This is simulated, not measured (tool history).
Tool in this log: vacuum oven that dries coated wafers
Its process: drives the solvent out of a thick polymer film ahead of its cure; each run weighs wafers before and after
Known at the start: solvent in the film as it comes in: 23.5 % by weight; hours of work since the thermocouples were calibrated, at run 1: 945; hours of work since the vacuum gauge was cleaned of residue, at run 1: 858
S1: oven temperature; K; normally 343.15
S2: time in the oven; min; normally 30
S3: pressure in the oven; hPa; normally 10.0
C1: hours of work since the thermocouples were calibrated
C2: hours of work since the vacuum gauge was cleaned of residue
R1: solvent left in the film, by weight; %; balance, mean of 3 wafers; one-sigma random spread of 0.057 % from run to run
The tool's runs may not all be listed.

run	hour	S1	S2	S3	C1	C2	R1
1	0.0	343.15	30	10.0	945	858	4.04
2	38.8	343.15	30	10.0	966	878	4.21
3	101.1	343.15	30	10.0	998	911	4.09
4	135.6	343.15	30	10.0	1016	929	4.01
5	168.9	343.15	42	10.0	1033	946	2.67
6	209.9	343.15	42	10.0	1055	968	2.61
7	267.3	343.15	30	10.0	1085	997	4.21
8	302.5	343.15	30	16.0	1103	1016	4.53
9	339.5	343.15	30	16.0	1122	1035	4.58
10	377.8	343.15	30	16.0	1142	1055	4.66
11	435.6	349.15	30	16.0	1172	1085	2.58
12	483.6	352.15	30	10.0	1197	1110	1.56
13	521.4	349.15	23	13.3	1217	1130	3.48
14	567.7	350.15	37	6.8	1241	1154	1.34
# hour 572.5: vacuum gauge cleaned of residue and calibrated
15	632.6	350.15	37	6.8	1274	31	1.41
16	705.9	343.15	24	10.0	1312	69	6.10
17	766.5	337.15	17	10.0	1344	101	11.11
# hour 782.0: vacuum gauge cleaned of residue and calibrated, once more
18	840.2	343.15	17	37.9	1381	30	9.17
19	914.0	352.15	21	9.8	1420	69	2.44
20	980.9	343.15	30	9.1	1455	104	4.05
21	1049.0	354.15	53	10.0	1490	139	0.56

Forecast each of these 5 alternatives for the next run:
A	1113.5	354.15	48	10.0	1524	173	?
B	1113.5	354.15	53	38.4	1524	173	?
C	1113.5	343.15	32	10.0	1524	173	?
D	1113.5	339.15	53	7.9	1524	173	?
E	1113.5	333.15	47	14.7	1524	173	?

run	R1
A	0.54
B	1.87
C	3.77
D	2.77
E	6.80
What these runs would have given with no unlogged condition in the tool:
run	R1
A	0.41
B	1.62
C	2.70
D	1.88
E	5.32

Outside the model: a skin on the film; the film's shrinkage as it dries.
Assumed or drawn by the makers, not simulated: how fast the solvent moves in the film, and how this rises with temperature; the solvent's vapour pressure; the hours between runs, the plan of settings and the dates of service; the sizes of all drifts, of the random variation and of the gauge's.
